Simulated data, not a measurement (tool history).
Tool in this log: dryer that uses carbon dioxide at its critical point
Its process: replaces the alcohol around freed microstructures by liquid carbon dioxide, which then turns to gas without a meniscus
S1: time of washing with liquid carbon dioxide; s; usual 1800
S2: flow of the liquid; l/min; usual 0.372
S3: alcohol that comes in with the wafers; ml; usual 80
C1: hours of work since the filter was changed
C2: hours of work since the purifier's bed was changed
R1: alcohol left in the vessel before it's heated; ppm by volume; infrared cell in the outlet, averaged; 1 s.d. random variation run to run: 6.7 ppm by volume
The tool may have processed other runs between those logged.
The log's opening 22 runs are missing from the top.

run	hour	S1	S2	S3	C1	C2	R1
23	174.2	1800	0.545	38	216	356	98
24	182.2	1800	0.545	38	221	361	98
25	192.7	1800	0.389	65	227	366	317
26	200.7	2580	0.447	68	231	371	96
27	209.0	2580	0.360	99	236	376	156
28	217.6	1920	0.249	71	241	380	1477
29	229.2	2100	0.372	33	247	387	155
30	241.4	2220	0.279	106	254	394	861
31	252.0	2220	0.409	31	260	400	119
32	260.0	1560	0.409	31	264	404	280
33	267.8	1560	0.409	31	269	409	268
34	279.0	2640	0.372	88	275	415	142
35	289.3	1740	0.328	80	281	421	892
36	297.7	1740	0.458	28	286	425	148
37	307.1	1740	0.458	28	291	431	151
38	317.8	1200	0.372	48	297	437	1203
39	326.8	1200	0.573	48	302	442	279
40	336.3	1500	0.372	80	307	447	962
41	347.6	1800	0.402	95	314	453	426
42	353.0	1380	0.496	80	317	456	438

5 ways to go on from here, each from the tool as it stands after run 42. What would each give?
A	358.0	1800	0.228	80	319	459	?
B	358.0	1800	0.372	91	319	459	?
C	358.0	2700	0.382	86	319	459	?
D	358.0	1500	0.496	80	319	459	?
E	358.0	1080	0.231	49	319	459	?

run	R1
A	2722
B	569
C	138
D	330
E	4824
The same runs, with their run-to-run variation unchanged, on a tool lacking any hidden condition would have given:
run	R1
A	2133
B	335
C	30
D	162
E	4166
